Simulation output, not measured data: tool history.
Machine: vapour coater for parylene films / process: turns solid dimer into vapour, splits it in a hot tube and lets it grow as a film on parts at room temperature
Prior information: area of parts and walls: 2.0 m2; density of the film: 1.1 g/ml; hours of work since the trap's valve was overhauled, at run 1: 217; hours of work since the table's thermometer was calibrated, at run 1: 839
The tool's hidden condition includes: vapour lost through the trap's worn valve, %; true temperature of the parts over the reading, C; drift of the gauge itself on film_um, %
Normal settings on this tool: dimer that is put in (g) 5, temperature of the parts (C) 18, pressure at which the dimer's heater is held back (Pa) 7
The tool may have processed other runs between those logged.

run,hour,dimer that is put in (g),temperature of the parts (C),pressure at which the dimer's heater is held back (Pa),hours of work since the trap's valve was overhauled,hours of work since the table's thermometer was calibrated,thickness of the film (um)
1,0,5,18,7,217,839,1.24
2,15.6,5,18,7,228,850,1.24
3,37.3,5,18,7,244,866,1.21
4,59.1,5,18,7,260,881,1.25
5,72,5,18,7,269,891,1.23
6,88.8,5,18,7,281,903,1.22
7,118,5,18,8.93,302,924,1.2
8,137.6,5,18,5.58,317,938,1.23
9,164.5,5,18,5.58,336,957,1.22
10,190.1,3,18,5.58,354,976,0.74
11,219.9,5,14,7,376,998,1.41
12,238.1,5,18,7,389,1011,1.18
13,265.5,5,11,7,409,1030,1.62
14,289,5,18,7,426,1047,1.19
15,317.4,5,18,7,446,1068,1.17
16,339.4,5,18,7,462,1084,1.17
# hour 360.5: trap's valve overhauled
17,372.6,5,18,7,9,1105,1.28
18,385.2,5,15,7,18,1114,1.48
19,399.9,5,15,7.55,28,1125,1.45
20,415,5,15,7.55,39,1136,1.45
21,431.9,5,15,7.55,52,1148,1.44
22,458.4,5,18,7,71,1167,1.24
23,475.9,5,18,7,83,1180,1.29
24,502.9,5,18,7,103,1199,1.21
25,520.6,4,22,7,116,1212,0.83
26,549.9,4,22,7,137,1233,0.82
27,579.7,4,18,9.18,158,1255,0.95
28,595,4,15,4.93,169,1266,1.14
29,619.4,2,17,4.93,187,1283,0.53
30,633.1,2,18,4.93,197,1293,0.5
31,654.4,5,14,2.05,212,1309,1.55
# hour 660.2: table's thermometer calibrated
32,679.6,5,14,2.05,230,14,1.68
33,706.3,5,14,2.05,249,33,1.68
34,729.3,7,29,7,266,50,1.08
35,753.2,7,29,7,283,67,1.09
36,770,7,29,7,295,79,1.1
37,792.3,2,25,9.05,311,95,0.36
38,818.7,2,25,9.05,330,115,0.37
39,836.1,5,15,2.41,343,127,1.55
40,849,7,23,2.87,352,136,1.48
41,863.1,5,16,8.76,362,147,1.36
42,888.6,5,16,3.08,381,165,1.44
43,906.2,8,18,5.19,394,178,2.06
44,919.5,3,21,5.19,403,187,0.66
45,950.1,4,22,5.55,425,209,0.81
46,976.9,4,30,10.69,445,229,0.58
47,996.2,3,30,11.98,459,243,0.42

Selected run-to-run steps in thickness of the film (um), each split into two signed amounts: the part the tool would show with no hidden state at all (from settings, incoming material and random variation), and the remainder, which goes to the hidden state together with any gauge scatter not common to the measured and the hidden-state-free results:
Run 30 -> 31: dimer that is put in (g) 2 -> 5, temperature of the parts (C) 18 -> 14, pressure at which the dimer's heater is held back (Pa) 4.93 -> 2.05. thickness of the film (um) +1.05: hidden state -0.14, all else +1.19.
Run 31 -> 32: table's thermometer calibrated. thickness of the film (um) +0.13: hidden state +0.12, all else +0.01.
Run 38 -> 39: dimer that is put in (g) 2 -> 5, temperature of the parts (C) 25 -> 15, pressure at which the dimer's heater is held back (Pa) 9.05 -> 2.41. thickness of the film (um) +1.18: hidden state -0.09, all else +1.27.
Run 43 -> 44: dimer that is put in (g) 8 -> 3, temperature of the parts (C) 18 -> 21. thickness of the film (um) -1.4: hidden state +0.12, all else -1.52.
